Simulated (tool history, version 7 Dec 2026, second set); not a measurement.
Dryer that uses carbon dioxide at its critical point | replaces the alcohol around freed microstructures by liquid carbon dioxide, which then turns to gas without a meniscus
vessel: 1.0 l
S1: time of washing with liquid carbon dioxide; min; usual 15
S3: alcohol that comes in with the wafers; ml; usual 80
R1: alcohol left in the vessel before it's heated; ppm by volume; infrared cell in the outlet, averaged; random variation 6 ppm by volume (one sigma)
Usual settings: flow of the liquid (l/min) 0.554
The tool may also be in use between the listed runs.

Run 1, hour 0.0: usual settings. Result: R1 468 ppm by volume.
Run 2, hour 12.3: usual settings. Result: R1 503 ppm by volume.
Run 3, hour 28.5: usual settings but flow of the liquid (l/min) 0.345. Result: R1 3063 ppm by volume.
Run 4, hour 42.3: usual settings but flow of the liquid (l/min) 0.345. Result: R1 2996 ppm by volume.
Run 5, hour 56.1: usual settings. Result: R1 528 ppm by volume.
Run 6, hour 70.2: usual settings. Result: R1 521 ppm by volume.
Run 7, hour 85.0: usual settings. Result: R1 525 ppm by volume.
Run 8, hour 93.7: usual settings but flow of the liquid (l/min) 0.655. Result: R1 288 ppm by volume.
Run 9, hour 103.0: usual settings but flow of the liquid (l/min) 0.655. Result: R1 287 ppm by volume.
Run 10, hour 121.2: usual settings but flow of the liquid (l/min) 0.683, S3 25 ml. Result: R1 167 ppm by volume.
Run 11, hour 138.6: usual settings but S1 14 min, flow of the liquid (l/min) 0.624, S3 33 ml. Result: R1 276 ppm by volume.
Run 12, hour 149.9: usual settings but S1 14 min, flow of the liquid (l/min) 0.624, S3 33 ml. Result: R1 280 ppm by volume.
Run 13, hour 165.7: usual settings but S1 16 min, flow of the liquid (l/min) 0.703, S3 33 ml. Result: R1 172 ppm by volume.
Run 14, hour 179.1: usual settings but S1 12 min, flow of the liquid (l/min) 0.626, S3 117 ml. Result: R1 1185 ppm by volume.
Run 15, hour 190.1: usual settings but S1 23 min, flow of the liquid (l/min) 0.812, S3 31 ml. Result: R1 145 ppm by volume.
Run 16, hour 198.3: usual settings but S1 9 min, S3 63 ml. Result: R1 2932 ppm by volume.

5 ways to go on from here, each from the tool as it stands after run 16. What would each give?
Run A, hour 206.2: usual settings but S1 10 min. Result: R1 ?.
Run B, hour 206.2: usual settings but S1 19 min, S3 119 ml. Result: R1 ?.
Run C, hour 206.2: usual settings but S1 17 min, flow of the liquid (l/min) 0.836, S3 47 ml. Result: R1 ?.
Run D, hour 206.2: usual settings but S1 18 min, flow of the liquid (l/min) 0.347, S3 51 ml. Result: R1 ?.
Run E, hour 206.2: usual settings but S1 21 min, flow of the liquid (l/min) 0.642. Result: R1 ?.

run    R1
  A  2603
  B   314
  C   157
  D  1191
  E   169
Without the tool's hidden state the same runs would have given:
run    R1
  A  1512
  B    73
  C     7
  D   607
  E    13
